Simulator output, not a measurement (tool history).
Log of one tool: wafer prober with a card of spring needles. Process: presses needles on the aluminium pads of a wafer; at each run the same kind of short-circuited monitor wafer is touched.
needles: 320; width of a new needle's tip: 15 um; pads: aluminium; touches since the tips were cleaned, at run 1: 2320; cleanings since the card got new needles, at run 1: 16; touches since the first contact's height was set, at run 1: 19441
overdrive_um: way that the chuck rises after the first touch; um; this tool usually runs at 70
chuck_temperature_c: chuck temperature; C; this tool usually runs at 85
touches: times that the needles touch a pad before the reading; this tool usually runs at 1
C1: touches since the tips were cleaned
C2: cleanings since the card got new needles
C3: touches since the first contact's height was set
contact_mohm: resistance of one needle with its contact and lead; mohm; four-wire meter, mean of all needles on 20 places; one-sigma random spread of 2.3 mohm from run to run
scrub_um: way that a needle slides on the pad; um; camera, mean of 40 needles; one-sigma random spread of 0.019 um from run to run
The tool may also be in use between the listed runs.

run 1 hour=0.0 | overdrive_um=70 chuck_temperature_c=85 touches=1 | C1=2320 C2=16 C3=19441 | contact_mohm=353 scrub_um=8.59
run 2 hour=5.9 | overdrive_um=70 chuck_temperature_c=85 touches=1 | C1=5357 C2=16 C3=22478 | contact_mohm=403 scrub_um=8.63
-- hour=8.0 tips cleaned on abrasive film
run 3 hour=12.4 | overdrive_um=70 chuck_temperature_c=85 touches=1 | C1=2290 C2=17 C3=25763 | contact_mohm=365 scrub_um=8.62
run 4 hour=18.5 | overdrive_um=70 chuck_temperature_c=85 touches=2 | C1=5414 C2=17 C3=28887 | contact_mohm=346 scrub_um=8.65
-- hour=20.6 tips cleaned on abrasive film
run 5 hour=29.2 | overdrive_um=70 chuck_temperature_c=85 touches=2 | C1=4380 C2=18 C3=34287 | contact_mohm=345 scrub_um=8.62
-- hour=33.7 tips cleaned on abrasive film
run 6 hour=37.4 | overdrive_um=70 chuck_temperature_c=85 touches=2 | C1=1922 C2=19 C3=38472 | contact_mohm=325 scrub_um=8.59
run 7 hour=43.9 | overdrive_um=70 chuck_temperature_c=85 touches=2 | C1=5213 C2=19 C3=41763 | contact_mohm=347 scrub_um=8.58
-- hour=46.0 tips cleaned on abrasive film
run 8 hour=50.8 | overdrive_um=70 chuck_temperature_c=85 touches=1 | C1=2461 C2=20 C3=45262 | contact_mohm=374 scrub_um=8.56
run 9 hour=57.7 | overdrive_um=70 chuck_temperature_c=85 touches=1 | C1=6009 C2=20 C3=48810 | contact_mohm=413 scrub_um=8.59
-- hour=59.0 tips cleaned on abrasive film
run 10 hour=63.3 | overdrive_um=70 chuck_temperature_c=118 touches=1 | C1=2201 C2=21 C3=51606 | contact_mohm=372 scrub_um=8.57
-- hour=72.3 tips cleaned on abrasive film
run 11 hour=75.7 | overdrive_um=70 chuck_temperature_c=118 touches=1 | C1=1754 C2=22 C3=57912 | contact_mohm=362 scrub_um=8.53
-- hour=85.3 tips cleaned on abrasive film
run 12 hour=87.0 | overdrive_um=70 chuck_temperature_c=118 touches=1 | C1=875 C2=23 C3=63646 | contact_mohm=323 scrub_um=8.56
-- hour=98.4 tips cleaned on abrasive film
run 13 hour=99.6 | overdrive_um=70 chuck_temperature_c=63 touches=1 | C1=638 C2=24 C3=70069 | contact_mohm=300 scrub_um=8.53
-- hour=110.7 tips cleaned on abrasive film
run 14 hour=111.0 | overdrive_um=70 chuck_temperature_c=63 touches=1 | C1=128 C2=25 C3=75850 | contact_mohm=278 scrub_um=8.51
run 15 hour=118.9 | overdrive_um=70 chuck_temperature_c=63 touches=1 | C1=4179 C2=25 C3=79901 | contact_mohm=406 scrub_um=8.53
-- hour=123.4 tips cleaned on abrasive film
run 16 hour=127.6 | overdrive_um=70 chuck_temperature_c=63 touches=1 | C1=2179 C2=26 C3=84325 | contact_mohm=362 scrub_um=8.49
run 17 hour=134.2 | overdrive_um=70 chuck_temperature_c=85 touches=1 | C1=5538 C2=26 C3=87684 | contact_mohm=413 scrub_um=8.50
-- hour=136.0 tips cleaned on abrasive film
-- hour=142.0 height of the first contact set anew
run 18 hour=147.1 | overdrive_um=70 chuck_temperature_c=66 touches=1 | C1=5520 C2=27 C3=2591 | contact_mohm=416 scrub_um=8.62
-- hour=149.5 tips cleaned on abrasive film
run 19 hour=152.5 | overdrive_um=88 chuck_temperature_c=53 touches=1 | C1=1509 C2=28 C3=5307 | contact_mohm=308 scrub_um=10.82
run 20 hour=160.3 | overdrive_um=59 chuck_temperature_c=41 touches=1 | C1=5500 C2=28 C3=9298 | contact_mohm=471 scrub_um=7.27
-- hour=162.0 tips cleaned on abrasive film
run 21 hour=166.3 | overdrive_um=67 chuck_temperature_c=68 touches=2 | C1=2159 C2=29 C3=12320 | contact_mohm=323 scrub_um=8.25
-- hour=174.7 tips cleaned on abrasive film
run 22 hour=175.4 | overdrive_um=87 chuck_temperature_c=29 touches=3 | C1=363 C2=30 C3=16975 | contact_mohm=252 scrub_um=10.69
run 23 hour=184.5 | overdrive_um=61 chuck_temperature_c=31 touches=1 | C1=5007 C2=30 C3=21619 | contact_mohm=453 scrub_um=7.51
-- hour=187.2 tips cleaned on abrasive film
run 24 hour=192.5 | overdrive_um=58 chuck_temperature_c=49 touches=1 | C1=2690 C2=31 C3=25646 | contact_mohm=429 scrub_um=7.09
-- hour=200.1 tips cleaned on abrasive film
run 25 hour=204.7 | overdrive_um=81 chuck_temperature_c=85 touches=3 | C1=2351 C2=32 C3=31852 | contact_mohm=291 scrub_um=9.99
-- hour=212.9 tips cleaned on abrasive film
run 26 hour=212.9 | overdrive_um=63 chuck_temperature_c=31 touches=3 | C1=0 C2=33 C3=36028 | contact_mohm=254 scrub_um=7.74
run 27 hour=224.7 | overdrive_um=63 chuck_temperature_c=49 touches=3 | C1=6040 C2=33 C3=42068 | contact_mohm=326 scrub_um=7.71
-- hour=225.4 tips cleaned on abrasive film
run 28 hour=231.5 | overdrive_um=62 chuck_temperature_c=49 touches=3 | C1=3109 C2=34 C3=45474 | contact_mohm=310 scrub_um=7.58
-- hour=237.9 tips cleaned on abrasive film
run 29 hour=239.2 | overdrive_um=70 chuck_temperature_c=85 touches=3 | C1=670 C2=35 C3=49381 | contact_mohm=285 scrub_um=8.55
run 30 hour=247.7 | overdrive_um=70 chuck_temperature_c=85 touches=3 | C1=5050 C2=35 C3=53761 | contact_mohm=314 scrub_um=8.56
-- hour=250.6 tips cleaned on abrasive film
run 31 hour=259.7 | overdrive_um=70 chuck_temperature_c=85 touches=3 | C1=4665 C2=36 C3=59851 | contact_mohm=309 scrub_um=8.53
-- hour=263.5 tips cleaned on abrasive film
run 32 hour=271.3 | overdrive_um=70 chuck_temperature_c=61 touches=1 | C1=3968 C2=37 C3=65708 | contact_mohm=411 scrub_um=8.50
-- hour=276.2 tips cleaned on abrasive film
run 33 hour=277.0 | overdrive_um=70 chuck_temperature_c=85 touches=1 | C1=387 C2=38 C3=68570 | contact_mohm=297 scrub_um=8.52
run 34 hour=285.8 | overdrive_um=70 chuck_temperature_c=85 touches=1 | C1=4938 C2=38 C3=73121 | contact_mohm=420 scrub_um=8.53

Hidden state at the last listed run before each entry between runs and at the first one after, where it differs:
Runs 2 to 3: tips cleaned on abrasive film (hour 8.0)
  debris on the tips, nm: 151.5 -> 112.3; way that the needles fall short of the set height, um: 0.28 -> 0.35; tips' diameter, um: 15.63 -> 15.65
  measured result minus the result with no hidden state, contact_mohm: +145 -> +108 mohm; scrub_um: -0.04 -> -0.04 um
Runs 4 to 5: tips cleaned on abrasive film (hour 20.6)
  debris on the tips, nm: 153.2 -> 145.6; way that the needles fall short of the set height, um: 0.35 -> 0.46; tips' diameter, um: 15.65 -> 15.69
  measured result minus the result with no hidden state, contact_mohm: +89 -> +85 mohm; scrub_um: -0.04 -> -0.06 um
Runs 5 to 6: tips cleaned on abrasive film (hour 33.7)
  debris on the tips, nm: 145.6 -> 100.4; way that the needles fall short of the set height, um: 0.46 -> 0.56; tips' diameter, um: 15.69 -> 15.73
  measured result minus the result with no hidden state, contact_mohm: +85 -> +60 mohm; scrub_um: -0.06 -> -0.07 um
Runs 7 to 8: tips cleaned on abrasive film (hour 46.0)
  debris on the tips, nm: 151.8 -> 117.9; way that the needles fall short of the set height, um: 0.56 -> 0.64; tips' diameter, um: 15.73 -> 15.75
  measured result minus the result with no hidden state, contact_mohm: +89 -> +116 mohm; scrub_um: -0.07 -> -0.08 um
Runs 9 to 10: tips cleaned on abrasive film (hour 59.0)
  debris on the tips, nm: 157.5 -> 113.6; way that the needles fall short of the set height, um: 0.64 -> 0.72; tips' diameter, um: 15.75 -> 15.78
  measured result minus the result with no hidden state, contact_mohm: +154 -> +106 mohm; scrub_um: -0.08 -> -0.09 um
Runs 10 to 11: tips cleaned on abrasive film (hour 72.3)
  debris on the tips, nm: 113.6 -> 96.8; way that the needles fall short of the set height, um: 0.72 -> 0.84; tips' diameter, um: 15.78 -> 15.82
  measured result minus the result with no hidden state, contact_mohm: +106 -> +91 mohm; scrub_um: -0.09 -> -0.10 um
Runs 11 to 12: tips cleaned on abrasive film (hour 85.3)
  debris on the tips, nm: 96.8 -> 59; way that the needles fall short of the set height, um: 0.84 -> 0.91; tips' diameter, um: 15.82 -> 15.85
  measured result minus the result with no hidden state, contact_mohm: +91 -> +56 mohm; scrub_um: -0.10 -> -0.12 um
Runs 12 to 13: tips cleaned on abrasive film (hour 98.4)
  debris on the tips, nm: 59 -> 45.3; way that the needles fall short of the set height, um: 0.91 -> 1.04; tips' diameter, um: 15.85 -> 15.89
  measured result minus the result with no hidden state, contact_mohm: +56 -> +48 mohm; scrub_um: -0.12 -> -0.13 um
Runs 13 to 14: tips cleaned on abrasive film (hour 110.7)
  debris on the tips, nm: 45.3 -> 21.7; way that the needles fall short of the set height, um: 1.04 -> 1.16; tips' diameter, um: 15.89 -> 15.93
  measured result minus the result with no hidden state, contact_mohm: +48 -> +24 mohm; scrub_um: -0.13 -> -0.14 um
Runs 15 to 16: tips cleaned on abrasive film (hour 123.4)
  debris on the tips, nm: 143.1 -> 106.3; way that the needles fall short of the set height, um: 1.16 -> 1.27; tips' diameter, um: 15.93 -> 15.97
  measured result minus the result with no hidden state, contact_mohm: +151 -> +110 mohm; scrub_um: -0.14 -> -0.16 um
Runs 17 to 18: tips cleaned on abrasive film (hour 136.0); height of the first contact set anew (hour 142.0)
  debris on the tips, nm: 154.6 -> 156.1; way that the needles fall short of the set height, um: 1.27 -> 0; tips' diameter, um: 15.97 -> 16.01
  measured result minus the result with no hidden state, contact_mohm: +156 -> +160 mohm; scrub_um: -0.16 -> +0.00 um
Runs 18 to 19: tips cleaned on abrasive film (hour 149.5)
  debris on the tips, nm: 156.1 -> 85; way that the needles fall short of the set height, um: 0 -> 0.08; tips' diameter, um: 16.01 -> 16.04
  measured result minus the result with no hidden state, contact_mohm: +160 -> +60 mohm; scrub_um: +0.00 -> -0.01 um
Runs 20 to 21: tips cleaned on abrasive film (hour 162.0)
  debris on the tips, nm: 153.9 -> 107.7; way that the needles fall short of the set height, um: 0.08 -> 0.18; tips' diameter, um: 16.04 -> 16.08
  measured result minus the result with no hidden state, contact_mohm: +221 -> +71 mohm; scrub_um: -0.01 -> -0.02 um
Runs 21 to 22: tips cleaned on abrasive film (hour 174.7)
  debris on the tips, nm: 107.7 -> 42.6; way that the needles fall short of the set height, um: 0.18 -> 0.28; tips' diameter, um: 16.08 -> 16.11
  measured result minus the result with no hidden state, contact_mohm: +71 -> +12 mohm; scrub_um: -0.02 -> -0.03 um
Runs 23 to 24: tips cleaned on abrasive film (hour 187.2)
  debris on the tips, nm: 149.2 -> 120.7; way that the needles fall short of the set height, um: 0.28 -> 0.39; tips' diameter, um: 16.11 -> 16.15
  measured result minus the result with no hidden state, contact_mohm: +207 -> +179 mohm; scrub_um: -0.04 -> -0.05 um
Runs 24 to 25: tips cleaned on abrasive film (hour 200.1)
  debris on the tips, nm: 120.7 -> 117.2; way that the needles fall short of the set height, um: 0.39 -> 0.47; tips' diameter, um: 16.15 -> 16.18
  measured result minus the result with no hidden state, contact_mohm: +179 -> +34 mohm; scrub_um: -0.05 -> -0.06 um
Runs 25 to 26: tips cleaned on abrasive film (hour 212.9)
  debris on the tips, nm: 117.2 -> 10.7; way that the needles fall short of the set height, um: 0.47 -> 0.58; tips' diameter, um: 16.18 -> 16.22
  measured result minus the result with no hidden state, contact_mohm: +34 -> +6 mohm; scrub_um: -0.06 -> -0.07 um
Runs 27 to 28: tips cleaned on abrasive film (hour 225.4)
  debris on the tips, nm: 158.2 -> 130.8; way that the needles fall short of the set height, um: 0.58 -> 0.71; tips' diameter, um: 16.22 -> 16.26
  measured result minus the result with no hidden state, contact_mohm: +74 -> +63 mohm; scrub_um: -0.07 -> -0.09 um
Runs 28 to 29: tips cleaned on abrasive film (hour 237.9)
  debris on the tips, nm: 130.8 -> 59.6; way that the needles fall short of the set height, um: 0.71 -> 0.8; tips' diameter, um: 16.26 -> 16.3
  measured result minus the result with no hidden state, contact_mohm: +63 -> +23 mohm; scrub_um: -0.09 -> -0.10 um
Runs 30 to 31: tips cleaned on abrasive film (hour 250.6)
  debris on the tips, nm: 153.3 -> 147; way that the needles fall short of the set height, um: 0.8 -> 0.92; tips' diameter, um: 16.3 -> 16.34
  measured result minus the result with no hidden state, contact_mohm: +57 -> +55 mohm; scrub_um: -0.10 -> -0.12 um
Runs 31 to 32: tips cleaned on abrasive film (hour 263.5)
  debris on the tips, nm: 147 -> 146.6; way that the needles fall short of the set height, um: 0.92 -> 1.01; tips' diameter, um: 16.34 -> 16.37
  measured result minus the result with no hidden state, contact_mohm: +55 -> +160 mohm; scrub_um: -0.12 -> -0.12 um
Runs 32 to 33: tips cleaned on abrasive film (hour 276.2)
  debris on the tips, nm: 146.6 -> 37.6; way that the needles fall short of the set height, um: 1.01 -> 1.09; tips' diameter, um: 16.37 -> 16.4
  measured result minus the result with no hidden state, contact_mohm: +160 -> +41 mohm; scrub_um: -0.12 -> -0.13 um
